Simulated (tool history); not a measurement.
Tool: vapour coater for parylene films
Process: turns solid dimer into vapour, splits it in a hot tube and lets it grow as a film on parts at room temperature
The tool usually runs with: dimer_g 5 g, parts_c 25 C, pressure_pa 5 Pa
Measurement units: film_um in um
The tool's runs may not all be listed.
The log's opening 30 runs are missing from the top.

run 31 hour=743.5 | dimer_g=4 parts_c=27 pressure_pa=3.32 | film_um=3.33
run 32 hour=758.5 | dimer_g=2 parts_c=37 pressure_pa=3.32 | film_um=1.34
run 33 hour=785.5 | dimer_g=5 parts_c=23 pressure_pa=5 | film_um=4.44
run 34 hour=803.3 | dimer_g=5 parts_c=23 pressure_pa=5 | film_um=4.42
run 35 hour=828.6 | dimer_g=5 parts_c=36 pressure_pa=5 | film_um=3.19
run 36 hour=841.8 | dimer_g=5 parts_c=36 pressure_pa=5 | film_um=3.19
run 37 hour=865.5 | dimer_g=3 parts_c=22 pressure_pa=8.27 | film_um=2.53
run 38 hour=893.6 | dimer_g=3 parts_c=30 pressure_pa=10.45 | film_um=2.04
run 39 hour=912.8 | dimer_g=3 parts_c=30 pressure_pa=10.45 | film_um=2.04
run 40 hour=943.8 | dimer_g=3 parts_c=27 pressure_pa=3.02 | film_um=2.41
run 41 hour=959.2 | dimer_g=7 parts_c=29 pressure_pa=9.83 | film_um=4.79
run 42 hour=977.4 | dimer_g=5 parts_c=31 pressure_pa=4.66 | film_um=3.52
run 43 hour=991.1 | dimer_g=8 parts_c=25 pressure_pa=2.67 | film_um=6.99
run 44 hour=1009.2 | dimer_g=3 parts_c=25 pressure_pa=10.24 | film_um=2.27
run 45 hour=1026.3 | dimer_g=4 parts_c=29 pressure_pa=6.03 | film_um=2.86
run 46 hour=1057.4 | dimer_g=7 parts_c=29 pressure_pa=5 | film_um=5.08
run 47 hour=1084.4 | dimer_g=5 parts_c=28 pressure_pa=5 | film_um=3.7
run 48 hour=1114.2 | dimer_g=5 parts_c=28 pressure_pa=5 | film_um=3.75

Alternative continuations, all from the tool just after run 48; predict every row:
run A hour=1142.5 | dimer_g=3 parts_c=23 pressure_pa=5.97 | film_um=?
run B hour=1142.5 | dimer_g=5 parts_c=35 pressure_pa=5 | film_um=?
run C hour=1142.5 | dimer_g=6 parts_c=25 pressure_pa=10.96 | film_um=?

run=A film_um=2.48
run=B film_um=3.1
run=C film_um=4.43
With no hidden state in the tool, these same runs would have given:
run=A film_um=2.74
run=B film_um=3.42
run=C film_um=4.88
